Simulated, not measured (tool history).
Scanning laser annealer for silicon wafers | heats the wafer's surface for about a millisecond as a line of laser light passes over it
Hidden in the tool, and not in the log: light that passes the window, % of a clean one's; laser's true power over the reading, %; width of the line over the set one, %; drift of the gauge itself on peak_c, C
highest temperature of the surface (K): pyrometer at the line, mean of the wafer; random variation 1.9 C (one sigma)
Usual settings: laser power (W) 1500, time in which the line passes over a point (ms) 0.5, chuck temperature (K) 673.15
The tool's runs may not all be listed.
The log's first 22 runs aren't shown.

run	day	laser power (W)	time in which the line passes over a point (ms)	chuck temperature (K)	hours of work since the window was cleaned	hours of work since the power meter was calibrated	hours of work since the optics were aligned	highest temperature of the surface (K)
23	9.404	1422	0.503	651.15	533	364	72	1309.15
24	9.633	1422	0.503	651.15	537	368	76	1309.15
25	10.042	1422	0.503	666.15	544	375	83	1324.15
26	10.462	1355	0.5	669.15	551	382	90	1296.15
27	10.883	1355	0.5	669.15	559	389	97	1297.15
28	11.383	1337	0.45	666.15	567	398	106	1247.15
29	11.838	1500	0.527	691.15	575	406	113	1401.15
30	12.142	1500	0.5	648.15	580	411	119	1338.15
31	12.671	1500	0.5	663.15	589	420	128	1352.15
32	13.033	1481	0.356	691.15	595	426	134	1250.15
33	13.383	1481	0.571	691.15	601	432	140	1427.15
34	13.775	1481	0.571	691.15	608	439	147	1426.15
35	14.333	1500	0.388	656.15	618	448	156	1251.15

Forecast each of these 5 alternatives for the next run:
A	14.833	1500	0.423	673.15	626	457	165	?
B	14.833	1500	0.587	656.15	626	457	165	?
C	14.833	1627	0.56	673.15	626	457	165	?
D	14.833	1315	0.375	673.15	626	457	165	?
E	14.833	1604	0.588	694.15	626	457	165	?

run	highest temperature of the surface (K)
A	1297.15
B	1407.15
C	1465.15
D	1188.15
E	1500.15
Without the tool's hidden state the same runs would have given:
run	highest temperature of the surface (K)
A	1328.15
B	1445.15
C	1505.15
D	1214.15
E	1541.15
